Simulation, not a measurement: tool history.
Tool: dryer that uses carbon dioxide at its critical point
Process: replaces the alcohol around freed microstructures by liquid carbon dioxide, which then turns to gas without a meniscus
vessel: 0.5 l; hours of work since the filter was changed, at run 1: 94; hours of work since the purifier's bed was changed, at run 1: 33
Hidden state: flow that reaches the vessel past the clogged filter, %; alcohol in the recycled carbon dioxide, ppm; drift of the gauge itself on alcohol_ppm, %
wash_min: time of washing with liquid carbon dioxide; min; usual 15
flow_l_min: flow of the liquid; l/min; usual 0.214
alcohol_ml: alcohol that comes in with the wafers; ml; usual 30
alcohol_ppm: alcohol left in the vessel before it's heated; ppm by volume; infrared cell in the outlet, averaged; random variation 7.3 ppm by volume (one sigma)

run,hour,wash_min,flow_l_min,alcohol_ml,hours of work since the filter was changed,hours of work since the purifier's bed was changed,alcohol_ppm
1,0.0,15,0.214,30,94,33,386
2,8.7,15,0.214,30,101,40,397
3,18.7,15,0.214,30,108,48,395
4,29.4,15,0.214,30,117,56,398
5,38.5,15,0.214,30,124,63,415
6,48.0,15,0.214,30,131,70,416
7,53.4,15,0.214,30,135,75,423
8,63.5,15,0.214,30,143,82,428
9,68.6,15,0.214,30,147,86,436
10,75.6,15,0.214,30,153,92,420
11,83.5,15,0.214,33,159,98,468
12,90.4,19,0.214,33,164,103,133
13,96.4,19,0.214,33,169,108,146
14,104.3,19,0.214,33,175,114,140
15,114.2,15,0.198,30,183,122,634
16,122.0,15,0.214,23,189,128,338
17,131.9,11,0.170,34,196,136,3862
18,139.4,15,0.297,30,202,141,84
19,147.3,15,0.297,30,208,148,84
20,155.3,11,0.133,87,215,154,18815
21,160.0,11,0.133,87,218,158,18932
22,171.3,15,0.214,25,227,166,394
23,181.3,15,0.214,25,235,174,386
24,191.4,17,0.157,21,243,182,751
25,201.9,14,0.214,108,251,190,2319
26,211.1,14,0.214,108,258,197,2324
27,219.4,14,0.214,108,264,204,2250
28,227.4,14,0.142,26,271,210,2688

3 ways to go on from here, each from the tool as it stands after run 28. What would each give?
A,236.9,10,0.153,92,278,217,?
B,236.9,23,0.142,61,278,217,?
C,236.9,15,0.263,30,278,217,?

run,alcohol_ppm
A,18854
B,946
C,180
Without the tool's hidden state the same runs would have given:
run,alcohol_ppm
A,16653
B,706
C,110

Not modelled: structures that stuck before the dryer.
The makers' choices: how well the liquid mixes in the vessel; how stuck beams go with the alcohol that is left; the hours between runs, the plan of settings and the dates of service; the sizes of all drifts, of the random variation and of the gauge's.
